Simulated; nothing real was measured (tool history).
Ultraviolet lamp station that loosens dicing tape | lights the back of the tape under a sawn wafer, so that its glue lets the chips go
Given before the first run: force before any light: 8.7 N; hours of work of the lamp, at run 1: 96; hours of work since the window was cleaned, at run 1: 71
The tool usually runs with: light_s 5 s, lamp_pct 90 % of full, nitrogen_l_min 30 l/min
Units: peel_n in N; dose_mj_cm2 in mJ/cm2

| run | hour | light_s | lamp_pct | nitrogen_l_min | hours of work of the lamp | hours of work since the window was cleaned | peel_n | dose_mj_cm2 |
|---|---|---|---|---|---|---|---|---|
| 1 | 0 | 5 | 90 | 30 | 96 | 71 | 0.198 | 341 |
| 2 | 7.8 | 5 | 90 | 30 | 101 | 76 | 0.195 | 341 |
| 3 | 14.2 | 9 | 90 | 30 | 105 | 81 | 0.14 | 604 |
| 4 | 21.2 | 9 | 90 | 30 | 110 | 85 | 0.15 | 609 |
| 5 | 27.3 | 5 | 87 | 30 | 114 | 89 | 0.21 | 324 |
| 6 | 36.6 | 5 | 87 | 30 | 120 | 95 | 0.217 | 329 |
| 7 | 43.3 | 5 | 87 | 30 | 124 | 100 | 0.217 | 327 |
| 8 | 52.7 | 5 | 87 | 30 | 130 | 106 | 0.205 | 327 |
| 9 | 59.5 | 5 | 87 | 30 | 135 | 111 | 0.218 | 324 |
| 10 | 69.4 | 5 | 87 | 30 | 141 | 117 | 0.221 | 318 |
| 11 | 75.2 | 5 | 90 | 12 | 145 | 121 | 0.446 | 330 |
| 12 | 82.9 | 5 | 90 | 12 | 150 | 126 | 0.453 | 332 |
| 13 | 89.5 | 5 | 90 | 12 | 155 | 130 | 0.438 | 326 |
| 14 | 98.3 | 5 | 90 | 12 | 161 | 136 | 0.435 | 327 |
| 15 | 102.7 | 7 | 90 | 12 | 163 | 139 | 0.211 | 463 |
| 16 | 108.8 | 5 | 90 | 20 | 167 | 143 | 0.283 | 331 |
| 17 | 116 | 5 | 90 | 20 | 172 | 148 | 0.281 | 327 |
| 18 | 123.7 | 2 | 90 | 30 | 177 | 153 | 1.407 | 127 |
| 19 | 128.8 | 2 | 90 | 30 | 181 | 156 | 1.384 | 133 |
| 20 | 136.6 | 5 | 67 | 30 | 186 | 161 | 0.375 | 241 |
|  | 137.6 | window cleaned of glue's vapour |
| 21 | 141.3 | 5 | 67 | 30 | 188 | 2 | 0.415 | 237 |
| 22 | 150.7 | 5 | 67 | 30 | 195 | 9 | 0.413 | 233 |
| 23 | 156.7 | 4 | 82 | 9 | 199 | 13 | 1.227 | 225 |
|  | 160.8 | window cleaned of glue's vapour, once more |
| 24 | 165.3 | 4 | 82 | 9 | 204 | 3 | 1.004 | 254 |
| 25 | 174.1 | 4 | 90 | 9 | 210 | 9 | 0.839 | 277 |
| 26 | 183.7 | 4 | 81 | 17 | 216 | 15 | 0.619 | 248 |
| 27 | 191.4 | 4 | 81 | 17 | 221 | 20 | 0.619 | 242 |
| 28 | 197 | 4 | 64 | 17 | 225 | 24 | 1.054 | 194 |
| 29 | 203 | 9 | 63 | 41 | 229 | 28 | 0.151 | 425 |
| 30 | 211 | 4 | 95 | 41 | 234 | 33 | 0.213 | 284 |
| 31 | 215.9 | 6 | 90 | 30 | 237 | 36 | 0.168 | 399 |
| 32 | 225.1 | 6 | 90 | 30 | 243 | 42 | 0.171 | 403 |
| 33 | 235 | 6 | 62 | 30 | 250 | 49 | 0.277 | 274 |
| 34 | 242.5 | 6 | 62 | 30 | 255 | 54 | 0.284 | 277 |
| 35 | 248.8 | 6 | 62 | 30 | 259 | 58 | 0.294 | 271 |
| 36 | 255 | 6 | 62 | 30 | 263 | 62 | 0.29 | 276 |
| 37 | 263.5 | 8 | 85 | 23 | 269 | 68 | 0.162 | 496 |
| 38 | 270.4 | 4 | 71 | 46 | 273 | 72 | 0.363 | 207 |
| 39 | 278.2 | 8 | 63 | 9 | 278 | 77 | 0.444 | 371 |
| 40 | 283.5 | 7 | 66 | 22 | 282 | 81 | 0.246 | 340 |
| 41 | 289.5 | 3 | 69 | 13 | 286 | 85 | 1.856 | 152 |
| 42 | 294.3 | 5 | 60 | 30 | 289 | 88 | 0.487 | 223 |
| 43 | 303.9 | 5 | 60 | 30 | 295 | 94 | 0.478 | 218 |
| 44 | 310.2 | 4 | 65 | 30 | 299 | 98 | 0.68 | 186 |

Predict each of these 3 candidate next runs independently; none follows another, all start after run 44:
| A | 318.2 | 8 | 70 | 10 | 305 | 104 | ? | ? |
| B | 318.2 | 3 | 61 | 30 | 305 | 104 | ? | ? |
| C | 318.2 | 4 | 63 | 30 | 305 | 104 | ? | ? |

| run | peel_n | dose_mj_cm2 |
|---|---|---|
| A | 0.33 | 404 |
| B | 1.34 | 132 |
| C | 0.704 | 185 |
Had the tool no hidden state, the same runs would have come out as:
| run | peel_n | dose_mj_cm2 |
|---|---|---|
| A | 0.255 | 458 |
| B | 1.066 | 149 |
| C | 0.533 | 210 |
